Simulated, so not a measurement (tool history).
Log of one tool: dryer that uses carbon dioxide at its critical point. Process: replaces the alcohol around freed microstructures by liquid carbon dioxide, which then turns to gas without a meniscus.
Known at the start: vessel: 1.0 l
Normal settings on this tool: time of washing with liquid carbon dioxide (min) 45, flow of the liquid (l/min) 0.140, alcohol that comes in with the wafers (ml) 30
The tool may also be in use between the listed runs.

run,hour,time of washing with liquid carbon dioxide (min),flow of the liquid (l/min),alcohol that comes in with the wafers (ml),alcohol left in the vessel before it's heated (ppm by volume)
1,0.0,45,0.140,30,106
2,12.1,45,0.140,30,108
3,23.8,45,0.140,30,111
4,36.5,45,0.140,30,116
5,43.1,45,0.140,30,114
6,53.6,45,0.140,30,116
7,61.3,28,0.140,30,940
8,72.3,28,0.140,30,914
9,83.0,28,0.140,30,907
10,90.1,45,0.140,30,117
11,100.6,45,0.140,30,121
12,110.0,45,0.124,30,236
13,119.3,45,0.124,30,228
14,128.9,45,0.140,30,122
15,138.9,45,0.158,30,67
16,148.0,45,0.158,30,74
17,153.8,45,0.158,30,67
18,159.9,45,0.158,30,68
19,170.3,45,0.140,60,252
20,179.6,45,0.140,30,125
21,187.3,45,0.140,25,120
# hour 196.1: inlet filter changed
22,199.3,45,0.140,25,69
23,204.7,45,0.140,25,74
24,215.2,45,0.140,92,212
25,221.2,45,0.157,26,38
26,229.2,43,0.149,78,168
27,239.6,36,0.084,30,1759
28,246.4,65,0.117,30,35
29,253.4,45,0.114,44,338
30,261.6,45,0.114,44,329
31,273.2,46,0.140,77,164
32,283.0,27,0.166,55,685
33,290.1,55,0.140,30,34
34,301.0,46,0.140,30,82
35,308.1,45,0.140,65,173
36,319.6,37,0.190,96,121
37,325.2,40,0.140,28,148
38,332.3,40,0.102,20,446
39,342.8,55,0.102,21,134
40,354.1,69,0.140,69,34
41,366.6,45,0.096,30,542
42,375.9,59,0.090,28,229
43,385.7,45,0.140,54,155
44,393.4,28,0.152,29,517
45,404.8,36,0.173,39,121
46,415.9,63,0.173,110,29
47,422.1,63,0.200,24,27

A few steps of alcohol left in the vessel before it's heated (ppm by volume) between consecutive runs. Split each: what settings, incoming material and random variation would produce without the hidden state, and what is left over for the hidden state, along with gauge scatter present in only one of the two compared results (measured, and without hidden state):
Hidden state present: flow that reaches the vessel past the clogged filter, %; alcohol in the recycled carbon dioxide, ppm; drift of the gauge itself on alcohol_ppm, %.
Run 6 -> 7: time of washing with liquid carbon dioxide (min) 45 -> 28. alcohol left in the vessel before it's heated (ppm by volume) +824: hidden state +241, all else +583.
Run 9 -> 10: time of washing with liquid carbon dioxide (min) 28 -> 45. alcohol left in the vessel before it's heated (ppm by volume) -790: hidden state -238, all else -552.
Run 18 -> 19: flow of the liquid (l/min) 0.158 -> 0.140, alcohol that comes in with the wafers (ml) 30 -> 60. alcohol left in the vessel before it's heated (ppm by volume) +184: hidden state +91, all else +93.
Run 26 -> 27: time of washing with liquid carbon dioxide (min) 43 -> 36, flow of the liquid (l/min) 0.149 -> 0.084, alcohol that comes in with the wafers (ml) 78 -> 30. alcohol left in the vessel before it's heated (ppm by volume) +1591: hidden state +54, all else +1537.
Run 27 -> 28: time of washing with liquid carbon dioxide (min) 36 -> 65, flow of the liquid (l/min) 0.084 -> 0.117. alcohol left in the vessel before it's heated (ppm by volume) -1724: hidden state -62, all else -1662.
